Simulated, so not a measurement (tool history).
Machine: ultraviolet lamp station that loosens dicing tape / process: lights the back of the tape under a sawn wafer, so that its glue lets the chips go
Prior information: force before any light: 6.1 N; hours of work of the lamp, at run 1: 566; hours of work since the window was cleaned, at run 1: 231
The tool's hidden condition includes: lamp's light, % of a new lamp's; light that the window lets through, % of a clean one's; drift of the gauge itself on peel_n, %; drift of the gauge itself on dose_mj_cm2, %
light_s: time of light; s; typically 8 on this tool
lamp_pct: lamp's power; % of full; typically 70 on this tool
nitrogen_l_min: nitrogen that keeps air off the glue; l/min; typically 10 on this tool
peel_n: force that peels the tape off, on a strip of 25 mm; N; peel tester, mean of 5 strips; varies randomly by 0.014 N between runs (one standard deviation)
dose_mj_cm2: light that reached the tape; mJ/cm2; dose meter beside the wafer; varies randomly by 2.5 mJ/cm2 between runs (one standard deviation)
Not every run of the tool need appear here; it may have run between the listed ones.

| run | day | light_s | lamp_pct | nitrogen_l_min | hours of work of the lamp | hours of work since the window was cleaned | peel_n | dose_mj_cm2 |
|---|---|---|---|---|---|---|---|---|
| 1 | 0.000 | 8 | 70 | 10 | 566 | 231 | 0.892 | 265 |
| 2 | 2.358 | 8 | 70 | 10 | 604 | 268 | 0.944 | 256 |
| 3 | 4.946 | 8 | 72 | 10 | 645 | 309 | 0.935 | 255 |
| 4 | 8.283 | 8 | 72 | 10 | 698 | 362 | 0.984 | 248 |
|  | 10.938 | window cleaned of glue's vapour |
| 5 | 11.142 | 8 | 72 | 10 | 743 | 3 | 1.169 | 221 |
| 6 | 13.667 | 8 | 83 | 10 | 783 | 43 | 0.953 | 248 |
| 7 | 15.162 | 8 | 83 | 10 | 807 | 67 | 0.991 | 243 |
| 8 | 18.288 | 8 | 83 | 10 | 857 | 117 | 1.088 | 236 |
| 9 | 19.750 | 8 | 83 | 10 | 880 | 140 | 1.056 | 237 |
| 10 | 22.596 | 5 | 70 | 10 | 925 | 186 | 2.362 | 116 |
| 11 | 24.117 | 5 | 70 | 9 | 950 | 210 | 2.478 | 120 |
|  | 25.708 | window cleaned of glue's vapour, once more |
| 12 | 26.262 | 10 | 70 | 10 | 983 | 9 | 0.614 | 324 |
| 13 | 29.142 | 10 | 70 | 10 | 1029 | 55 | 0.653 | 323 |
| 14 | 30.908 | 8 | 70 | 10 | 1057 | 83 | 0.957 | 251 |
| 15 | 34.079 | 8 | 70 | 10 | 1108 | 133 | 1.008 | 243 |
| 16 | 36.800 | 8 | 70 | 5 | 1151 | 177 | 1.423 | 241 |
| 17 | 38.875 | 8 | 70 | 5 | 1184 | 210 | 1.402 | 236 |
| 18 | 40.246 | 13 | 70 | 5 | 1206 | 231 | 0.690 | 383 |
| 19 | 43.442 | 5 | 70 | 11 | 1257 | 282 | 1.967 | 142 |
| 20 | 46.233 | 5 | 70 | 11 | 1301 | 327 | 2.093 | 142 |
| 21 | 49.321 | 5 | 61 | 17 | 1350 | 376 | 2.236 | 119 |
|  | 51.183 | window cleaned of glue's vapour |
| 22 | 52.621 | 5 | 94 | 10 | 1403 | 23 | 1.329 | 202 |
| 23 | 54.442 | 6 | 94 | 3 | 1432 | 52 | 1.754 | 236 |
| 24 | 56.846 | 8 | 99 | 10 | 1470 | 90 | 0.609 | 331 |
| 25 | 59.792 | 13 | 70 | 7 | 1517 | 137 | 0.628 | 364 |
| 26 | 62.200 | 8 | 89 | 7 | 1555 | 175 | 0.913 | 280 |
| 27 | 64.475 | 12 | 74 | 18 | 1591 | 212 | 0.446 | 346 |
| 28 | 66.225 | 5 | 62 | 8 | 1619 | 239 | 2.524 | 117 |
| 29 | 68.142 | 5 | 62 | 8 | 1650 | 270 | 2.635 | 119 |
| 30 | 70.200 | 12 | 62 | 19 | 1682 | 303 | 0.663 | 275 |
|  | 73.258 | lamp changed |
| 31 | 73.258 | 14 | 88 | 8 | 0 | 351 | 0.270 | 604 |
| 32 | 76.225 | 4 | 65 | 10 | 47 | 398 | 2.327 | 125 |
|  | 76.488 | window cleaned of glue's vapour |
| 33 | 77.667 | 5 | 63 | 10 | 70 | 19 | 1.674 | 167 |

Forecast each of these 4 alternatives for the next run:
| A | 79.558 | 5 | 89 | 8 | 100 | 49 | ? | ? |
| B | 79.558 | 8 | 70 | 7 | 100 | 49 | ? | ? |
| C | 79.558 | 8 | 93 | 5 | 100 | 49 | ? | ? |
| D | 79.558 | 10 | 84 | 19 | 100 | 49 | ? | ? |

| run | peel_n | dose_mj_cm2 |
|---|---|---|
| A | 1.146 | 239 |
| B | 0.871 | 295 |
| C | 0.635 | 389 |
| D | 0.283 | 445 |
Without the tool's unlogged condition, the same runs would have read:
| run | peel_n | dose_mj_cm2 |
|---|---|---|
| A | 1.074 | 249 |
| B | 0.810 | 308 |
| C | 0.588 | 406 |
| D | 0.269 | 465 |

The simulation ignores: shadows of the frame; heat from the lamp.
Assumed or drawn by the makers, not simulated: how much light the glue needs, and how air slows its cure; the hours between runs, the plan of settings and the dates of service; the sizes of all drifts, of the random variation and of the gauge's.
